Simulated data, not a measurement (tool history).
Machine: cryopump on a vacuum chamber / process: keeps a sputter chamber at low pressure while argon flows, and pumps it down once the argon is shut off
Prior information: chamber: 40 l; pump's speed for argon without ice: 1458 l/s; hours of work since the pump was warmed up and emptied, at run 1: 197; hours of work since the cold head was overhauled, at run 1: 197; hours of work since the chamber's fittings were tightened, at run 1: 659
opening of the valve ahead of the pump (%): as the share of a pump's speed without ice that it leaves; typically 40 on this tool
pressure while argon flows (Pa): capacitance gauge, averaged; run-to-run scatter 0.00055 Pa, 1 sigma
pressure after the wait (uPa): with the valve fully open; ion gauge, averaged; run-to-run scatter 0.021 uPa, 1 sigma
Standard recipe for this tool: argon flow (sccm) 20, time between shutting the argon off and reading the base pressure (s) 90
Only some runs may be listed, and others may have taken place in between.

run	hour	argon flow (sccm)	time between shutting the argon off and reading the base pressure (s)	opening of the valve ahead of the pump (%)	hours of work since the pump was warmed up and emptied	hours of work since the cold head was overhauled	hours of work since the chamber's fittings were tightened	pressure while argon flows (Pa)	pressure after the wait (uPa)
1	0	20	90	40	197	197	659	0.0605	1.69
2	19.9	20	90	40	207	207	669	0.0604	1.61
3	36.3	20	90	40	216	216	678	0.0603	1.7
4	61.8	20	90	40	229	229	691	0.0602	1.71
5	84	27	90	40	241	241	703	0.0829	1.72
6	115.1	20	90	40	257	257	719	0.0604	1.83
7	138.9	11	90	40	269	269	732	0.0331	1.82
8	164.9	11	90	40	283	283	745	0.0332	1.85
9	179.5	19	90	40	291	291	753	0.0587	1.95
10	195.6	19	90	30	299	299	761	0.0761	1.9
11	221.9	20	123	40	313	313	775	0.0627	1.94
12	248	20	123	40	326	326	789	0.0614	1.94
13	277.6	20	123	40	342	342	804	0.0622	2.03
14	295	20	90	40	351	351	813	0.0619	2.09
15	320.1	20	90	40	364	364	826	0.0623	2.07
16	336.3	20	90	40	373	373	835	0.0628	2.14
17	349.6	20	90	40	380	380	842	0.0623	2.18
18	368.1	24	90	40	389	389	851	0.0764	2.21
19	390.8	24	90	40	401	401	863	0.0753	2.24
20	405.4	24	155	40	409	409	871	0.0752	2.14
21	433.7	36	233	53	424	424	886	0.0885	2.15
22	455.3	12	55	33	435	435	897	0.0449	2.41
23	471.5	39	100	57	443	443	906	0.0905	2.33
24	486.2	11	72	17	451	451	913	0.0777	2.46
25	501.5	11	72	17	459	459	921	0.0784	2.41
26	532.8	11	72	17	475	475	938	0.0776	2.43
27	557.7	26	90	35	488	488	951	0.0938	2.51
28	574.3	26	90	35	497	497	959	0.0937	2.46
29	598.7	40	39	22	510	510	972	0.2214	2.85
30	623.3	39	142	22	523	523	985	0.217	2.48
31	641.5	13	299	49	532	532	994	0.0362	2.47
32	666	35	299	18	545	545	1007	0.2367	2.54
33	684	35	299	18	554	554	1017	0.2393	2.51

Here are 4 independent what-if runs from the current tool condition. What would each one return?
A	715.6	15	38	18	571	571	1033	?	?
B	715.6	17	90	40	571	571	1033	?	?
C	715.6	35	83	36	571	571	1033	?	?
D	715.6	37	73	18	571	571	1033	?	?

run	pressure while argon flows (Pa)	pressure after the wait (uPa)
A	0.102	3.03
B	0.0554	2.77
C	0.1266	2.84
D	0.2515	2.74
The same runs, with their run-to-run variation unchanged, on a tool lacking any hidden condition would have given:
run	pressure while argon flows (Pa)	pressure after the wait (uPa)
A	0.0966	0.72
B	0.0492	0.44
C	0.1139	0.5
D	0.2381	0.47
